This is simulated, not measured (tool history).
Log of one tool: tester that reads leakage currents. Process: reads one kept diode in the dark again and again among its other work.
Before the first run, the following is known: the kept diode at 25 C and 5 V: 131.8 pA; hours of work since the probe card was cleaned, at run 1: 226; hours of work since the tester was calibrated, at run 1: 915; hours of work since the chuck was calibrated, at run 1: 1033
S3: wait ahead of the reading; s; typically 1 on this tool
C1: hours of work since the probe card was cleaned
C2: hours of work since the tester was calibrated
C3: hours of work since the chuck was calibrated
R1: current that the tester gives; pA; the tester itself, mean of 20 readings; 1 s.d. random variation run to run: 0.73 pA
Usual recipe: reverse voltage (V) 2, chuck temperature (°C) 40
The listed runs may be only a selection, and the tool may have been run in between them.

run 1 day=0 | reverse_voltage_(V)=2 chuck_temperature_(°C)=40 S3=1 | C1=226 C2=915 C3=1033 | R1=271.04
run 2 day=3.254 | reverse_voltage_(V)=2 chuck_temperature_(°C)=40 S3=1 | C1=260 C2=949 C3=1066 | R1=271.74
run 3 day=6.267 | reverse_voltage_(V)=2 chuck_temperature_(°C)=40 S3=1 | C1=291 C2=980 C3=1097 | R1=271.43
run 4 day=10.383 | reverse_voltage_(V)=2 chuck_temperature_(°C)=21 S3=1 | C1=333 C2=1022 C3=1139 | R1=69.32
run 5 day=14.571 | reverse_voltage_(V)=2 chuck_temperature_(°C)=21 S3=1 | C1=376 C2=1065 C3=1182 | R1=69.28
run 6 day=18.033 | reverse_voltage_(V)=2 chuck_temperature_(°C)=21 S3=1 | C1=411 C2=1100 C3=1218 | R1=69.24
run 7 day=19.812 | reverse_voltage_(V)=2 chuck_temperature_(°C)=25 S3=1 | C1=429 C2=1119 C3=1236 | R1=93.09
run 8 day=22.333 | reverse_voltage_(V)=2 chuck_temperature_(°C)=25 S3=2.52 | C1=455 C2=1145 C3=1262 | R1=93.17
run 9 day=25.642 | reverse_voltage_(V)=2 chuck_temperature_(°C)=25 S3=2.52 | C1=489 C2=1178 C3=1296 | R1=93.43
run 10 day=28.096 | reverse_voltage_(V)=1.94 chuck_temperature_(°C)=40 S3=1 | C1=514 C2=1204 C3=1321 | R1=267.85
run 11 day=31.983 | reverse_voltage_(V)=1.94 chuck_temperature_(°C)=40 S3=1 | C1=554 C2=1244 C3=1361 | R1=267.02
-- day=33.617 chuck's temperature calibrated
run 12 day=35.717 | reverse_voltage_(V)=2 chuck_temperature_(°C)=24 S3=1 | C1=592 C2=1281 C3=22 | R1=89.78
run 13 day=37.833 | reverse_voltage_(V)=2 chuck_temperature_(°C)=40 S3=1 | C1=613 C2=1303 C3=43 | R1=277.94
run 14 day=39.7 | reverse_voltage_(V)=2 chuck_temperature_(°C)=40 S3=1 | C1=633 C2=1322 C3=62 | R1=278.3
run 15 day=43.692 | reverse_voltage_(V)=4.79 chuck_temperature_(°C)=42 S3=0.53 | C1=674 C2=1363 C3=103 | R1=434.65
run 16 day=45.646 | reverse_voltage_(V)=4.79 chuck_temperature_(°C)=42 S3=0.53 | C1=694 C2=1383 C3=123 | R1=433.7
run 17 day=49.65 | reverse_voltage_(V)=6.56 chuck_temperature_(°C)=41 S3=1 | C1=735 C2=1424 C3=164 | R1=454.35
run 18 day=53.025 | reverse_voltage_(V)=8.48 chuck_temperature_(°C)=40 S3=1 | C1=769 C2=1459 C3=199 | R1=466.58
run 19 day=56.217 | reverse_voltage_(V)=8.48 chuck_temperature_(°C)=40 S3=1 | C1=802 C2=1491 C3=232 | R1=466.37
run 20 day=59.296 | reverse_voltage_(V)=1.22 chuck_temperature_(°C)=48 S3=0.39 | C1=834 C2=1523 C3=263 | R1=393.2
run 21 day=62.162 | reverse_voltage_(V)=2 chuck_temperature_(°C)=40 S3=1.81 | C1=863 C2=1552 C3=293 | R1=277.21
run 22 day=66.042 | reverse_voltage_(V)=2 chuck_temperature_(°C)=40 S3=1.81 | C1=903 C2=1592 C3=333 | R1=276.35
run 23 day=69.258 | reverse_voltage_(V)=2.08 chuck_temperature_(°C)=26 S3=1.81 | C1=936 C2=1625 C3=366 | R1=104.72
run 24 day=71.054 | reverse_voltage_(V)=18.42 chuck_temperature_(°C)=25 S3=0.38 | C1=954 C2=1643 C3=384 | R1=231.12
run 25 day=73.175 | reverse_voltage_(V)=2 chuck_temperature_(°C)=30 S3=1 | C1=976 C2=1665 C3=406 | R1=137.71
run 26 day=77 | reverse_voltage_(V)=16.9 chuck_temperature_(°C)=23 S3=1 | C1=1015 C2=1704 C3=445 | R1=195.53
run 27 day=80.588 | reverse_voltage_(V)=10.11 chuck_temperature_(°C)=20 S3=0.45 | C1=1052 C2=1741 C3=482 | R1=129.39

5 options for the next run, each taken on its own from the tool as it stands now. Forecast them:
run A day=83.508 | reverse_voltage_(V)=2 chuck_temperature_(°C)=40 S3=0.34 | C1=1082 C2=1771 C3=512 | R1=?
run B day=83.508 | reverse_voltage_(V)=1.71 chuck_temperature_(°C)=21 S3=2.88 | C1=1082 C2=1771 C3=512 | R1=?
run C day=83.508 | reverse_voltage_(V)=1.87 chuck_temperature_(°C)=40 S3=1 | C1=1082 C2=1771 C3=512 | R1=?
run D day=83.508 | reverse_voltage_(V)=2.93 chuck_temperature_(°C)=20 S3=6.17 | C1=1082 C2=1771 C3=512 | R1=?
run E day=83.508 | reverse_voltage_(V)=10.11 chuck_temperature_(°C)=37 S3=1.32 | C1=1082 C2=1771 C3=512 | R1=?

run=A R1=275.35
run=B R1=67.89
run=C R1=269.34
run=D R1=77.14
run=E R1=406.79
Had the tool no hidden state, the same runs would have come out as:
run=A R1=278.11
run=B R1=66.92
run=C R1=272.17
run=D R1=74.59
run=E R1=400.32
